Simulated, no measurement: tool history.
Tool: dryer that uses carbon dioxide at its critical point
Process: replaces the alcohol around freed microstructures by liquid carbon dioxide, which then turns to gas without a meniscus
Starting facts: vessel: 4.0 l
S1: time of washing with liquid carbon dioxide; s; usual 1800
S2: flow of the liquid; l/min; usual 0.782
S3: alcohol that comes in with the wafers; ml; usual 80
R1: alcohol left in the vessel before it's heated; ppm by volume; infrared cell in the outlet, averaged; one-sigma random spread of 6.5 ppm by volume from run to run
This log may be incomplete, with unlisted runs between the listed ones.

run 1 day=0 | S1=1800 S2=0.782 S3=80 | R1=337
run 2 day=0.196 | S1=1800 S2=0.782 S3=80 | R1=352
run 3 day=0.533 | S1=1800 S2=0.856 S3=80 | R1=255
run 4 day=0.8 | S1=1800 S2=0.782 S3=80 | R1=375
run 5 day=0.971 | S1=1800 S2=0.782 S3=41 | R1=230
run 6 day=1.138 | S1=1800 S2=0.782 S3=80 | R1=373
run 7 day=1.383 | S1=1800 S2=0.782 S3=80 | R1=381
run 8 day=1.583 | S1=1800 S2=0.782 S3=80 | R1=387
run 9 day=1.838 | S1=1800 S2=0.782 S3=80 | R1=388
run 10 day=2.1 | S1=1800 S2=0.782 S3=80 | R1=395
run 11 day=2.342 | S1=1800 S2=0.782 S3=59 | R1=315
run 12 day=2.638 | S1=1800 S2=0.782 S3=59 | R1=323
run 13 day=2.833 | S1=1140 S2=0.782 S3=59 | R1=1203
run 14 day=3.1 | S1=1800 S2=0.782 S3=80 | R1=422
run 15 day=3.425 | S1=1740 S2=0.782 S3=80 | R1=488
run 16 day=3.646 | S1=1620 S2=0.782 S3=80 | R1=624
run 17 day=3.95 | S1=1620 S2=0.782 S3=80 | R1=619
run 18 day=4.308 | S1=1620 S2=0.782 S3=80 | R1=635
run 19 day=4.517 | S1=1620 S2=0.782 S3=80 | R1=651
run 20 day=4.721 | S1=1620 S2=0.782 S3=80 | R1=647
run 21 day=5.1 | S1=1620 S2=0.782 S3=80 | R1=636
run 22 day=5.3 | S1=1800 S2=0.782 S3=80 | R1=465
run 23 day=5.688 | S1=1800 S2=0.782 S3=80 | R1=499
run 24 day=5.942 | S1=1500 S2=0.782 S3=39 | R1=473
run 25 day=6.225 | S1=1800 S2=0.782 S3=80 | R1=516
run 26 day=6.496 | S1=2040 S2=0.76 S3=31 | R1=189
run 27 day=6.758 | S1=2040 S2=0.69 S3=119 | R1=743
run 28 day=6.925 | S1=2040 S2=0.69 S3=119 | R1=744
run 29 day=7.212 | S1=1800 S2=0.806 S3=24 | R1=207
run 30 day=7.458 | S1=1800 S2=1.14 S3=47 | R1=127
run 31 day=7.683 | S1=1200 S2=0.791 S3=29 | R1=648
run 32 day=8.017 | S1=2100 S2=1.201 S3=80 | R1=110
run 33 day=8.396 | S1=1860 S2=1.186 S3=83 | R1=136
run 34 day=8.721 | S1=1620 S2=1.285 S3=119 | R1=185
run 35 day=9.075 | S1=1800 S2=1.034 S3=112 | R1=274
run 36 day=9.433 | S1=1800 S2=1.034 S3=54 | R1=185
run 37 day=9.717 | S1=1980 S2=0.666 S3=33 | R1=394
run 38 day=9.958 | S1=1980 S2=0.666 S3=33 | R1=376
-- day=10.221 inlet filter changed
run 39 day=10.275 | S1=1200 S2=0.716 S3=78 | R1=1548
run 40 day=10.454 | S1=2340 S2=0.627 S3=53 | R1=266
run 41 day=10.812 | S1=2820 S2=0.616 S3=26 | R1=141
run 42 day=11.121 | S1=2820 S2=0.616 S3=26 | R1=147
run 43 day=11.379 | S1=1260 S2=0.791 S3=100 | R1=1339

Branching from run 43: 4 alternative next runs. What would each branch give?
run A day=11.579 | S1=1260 S2=0.791 S3=41 | R1=?
run B day=11.579 | S1=1440 S2=0.791 S3=100 | R1=?
run C day=11.579 | S1=2520 S2=0.487 S3=80 | R1=?
run D day=11.579 | S1=1260 S2=0.622 S3=100 | R1=?

run=A R1=608
run=B R1=928
run=C R1=700
run=D R1=2605
Had the tool no hidden state, the same runs would have come out as:
run=A R1=481
run=B R1=770
run=C R1=556
run=D R1=2384
